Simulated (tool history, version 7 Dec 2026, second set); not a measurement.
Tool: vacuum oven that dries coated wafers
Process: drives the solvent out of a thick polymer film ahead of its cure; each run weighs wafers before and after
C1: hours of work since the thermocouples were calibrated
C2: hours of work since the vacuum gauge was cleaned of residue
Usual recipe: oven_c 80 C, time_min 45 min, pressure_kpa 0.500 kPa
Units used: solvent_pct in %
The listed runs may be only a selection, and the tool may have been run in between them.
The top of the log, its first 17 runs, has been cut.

run 18 hour=143.2 | oven_c=80 time_min=36 pressure_kpa=0.500 | C1=1484 C2=294 | solvent_pct=4.71
run 19 hour=150.8 | oven_c=80 time_min=45 pressure_kpa=0.500 | C1=1488 C2=298 | solvent_pct=3.35
run 20 hour=159.7 | oven_c=80 time_min=45 pressure_kpa=0.500 | C1=1492 C2=302 | solvent_pct=3.30
run 21 hour=165.9 | oven_c=80 time_min=45 pressure_kpa=0.500 | C1=1495 C2=305 | solvent_pct=3.33
run 22 hour=178.4 | oven_c=80 time_min=45 pressure_kpa=0.500 | C1=1501 C2=311 | solvent_pct=3.35
run 23 hour=185.0 | oven_c=80 time_min=45 pressure_kpa=0.489 | C1=1504 C2=314 | solvent_pct=3.31
run 24 hour=192.0 | oven_c=80 time_min=45 pressure_kpa=0.489 | C1=1507 C2=317 | solvent_pct=3.30
run 25 hour=201.5 | oven_c=80 time_min=45 pressure_kpa=0.489 | C1=1512 C2=322 | solvent_pct=3.29
run 26 hour=211.6 | oven_c=93 time_min=43 pressure_kpa=1.654 | C1=1517 C2=327 | solvent_pct=1.12
run 27 hour=218.3 | oven_c=93 time_min=43 pressure_kpa=0.751 | C1=1520 C2=330 | solvent_pct=0.88
run 28 hour=223.8 | oven_c=75 time_min=43 pressure_kpa=1.756 | C1=1523 C2=333 | solvent_pct=5.65
run 29 hour=234.9 | oven_c=75 time_min=43 pressure_kpa=1.756 | C1=1528 C2=338 | solvent_pct=5.68
run 30 hour=244.5 | oven_c=80 time_min=63 pressure_kpa=0.500 | C1=1533 C2=343 | solvent_pct=1.75
run 31 hour=256.6 | oven_c=77 time_min=43 pressure_kpa=0.351 | C1=1539 C2=349 | solvent_pct=4.50
run 32 hour=261.8 | oven_c=91 time_min=54 pressure_kpa=0.659 | C1=1541 C2=351 | solvent_pct=0.64
run 33 hour=268.1 | oven_c=87 time_min=33 pressure_kpa=0.351 | C1=1544 C2=354 | solvent_pct=2.93
run 34 hour=277.1 | oven_c=94 time_min=47 pressure_kpa=0.796 | C1=1549 C2=359 | solvent_pct=0.61
run 35 hour=288.0 | oven_c=75 time_min=45 pressure_kpa=0.500 | C1=1554 C2=364 | solvent_pct=4.94
run 36 hour=295.7 | oven_c=84 time_min=47 pressure_kpa=0.671 | C1=1558 C2=368 | solvent_pct=2.13
-- hour=299.7 oven's thermocouples calibrated
run 37 hour=305.5 | oven_c=84 time_min=47 pressure_kpa=0.671 | C1=3 C2=371 | solvent_pct=2.53
run 38 hour=315.5 | oven_c=84 time_min=47 pressure_kpa=0.671 | C1=8 C2=376 | solvent_pct=2.56

Here are 4 independent what-if runs from the current tool condition. What would each one return?
run A hour=322.5 | oven_c=74 time_min=36 pressure_kpa=0.671 | C1=11 C2=380 | solvent_pct=?
run B hour=322.5 | oven_c=94 time_min=52 pressure_kpa=1.000 | C1=11 C2=380 | solvent_pct=?
run C hour=322.5 | oven_c=84 time_min=51 pressure_kpa=0.301 | C1=11 C2=380 | solvent_pct=?
run D hour=322.5 | oven_c=88 time_min=47 pressure_kpa=0.671 | C1=11 C2=380 | solvent_pct=?

run=A solvent_pct=7.59
run=B solvent_pct=0.66
run=C solvent_pct=2.03
run=D solvent_pct=1.63
Without the tool's unlogged condition, the same runs would have read:
run=A solvent_pct=7.69
run=B solvent_pct=0.66
run=C solvent_pct=2.07
run=D solvent_pct=1.67
